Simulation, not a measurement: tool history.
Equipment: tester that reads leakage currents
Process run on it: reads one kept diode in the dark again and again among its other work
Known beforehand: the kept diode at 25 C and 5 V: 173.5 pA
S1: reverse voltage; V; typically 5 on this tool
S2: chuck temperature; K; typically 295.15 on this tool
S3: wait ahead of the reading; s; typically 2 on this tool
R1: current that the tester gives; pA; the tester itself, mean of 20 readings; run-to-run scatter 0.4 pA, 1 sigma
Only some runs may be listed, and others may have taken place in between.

run     day     S1      S2    S3      R1
  1       0      5  295.15     2  148.12
  2     3.3      5  295.15  0.36  151.97
  3   6.092      5  295.15  1.21  150.23
  4   8.821      5  295.15     2  150.37
  5   12.85      5  295.15     2  150.68
  6  16.646   5.18  295.15     2   155.5
  7  19.925   5.18  295.15     2  155.13
  8  22.171      5  296.15     2  166.95
  9  25.954      5  296.15     2  168.41
 10  27.838   9.54  296.15     2  236.35
 11  32.038   9.54  296.15     2  237.06
 12  36.142   4.12  295.15     2  140.51
 13  38.767    2.5  301.15  0.62  187.69
 14  42.308    5.8  295.15     2  170.64
 15  44.946   1.18  302.15  1.97  140.16
 16  49.012   1.18  302.15  1.97  141.64
 17  51.229   2.49  299.15  1.97  159.57
 18  53.975   2.49  299.15  1.97  159.89
 19  58.083   2.49  299.15  6.15  160.21
 20  62.321   2.49  299.15  6.15  161.59
 21  65.912  12.08  299.15  6.44  365.03
 22  69.717  12.08  299.15  6.44  368.51
 23  71.771  12.08  299.15  6.44   368.3
     74.642  -- chuck's temperature calibrated
 24  75.362      3  296.15  2.42  114.88

Consider 5 possible next runs. They are alternatives, not a sequence: every one starts from the tool as it was left by run 24. What does each give?
  A  77.721      5  295.15   3.4   ?
  B  77.721   3.02  302.15  2.42   ?
  C  77.721   1.22  322.15  9.38   ?
  D  77.721   17.8  323.15  0.57   ?
  E  77.721  15.57  317.15  9.43   ?

run       R1
  A   137.37
  B   196.76
  C   649.87
  D  2711.22
  E   1574.3
The same runs, with their run-to-run variation unchanged, on a tool lacking any hidden condition would have given:
run       R1
  A   132.11
  B   193.34
  C   647.81
  D  2690.45
  E  1556.65
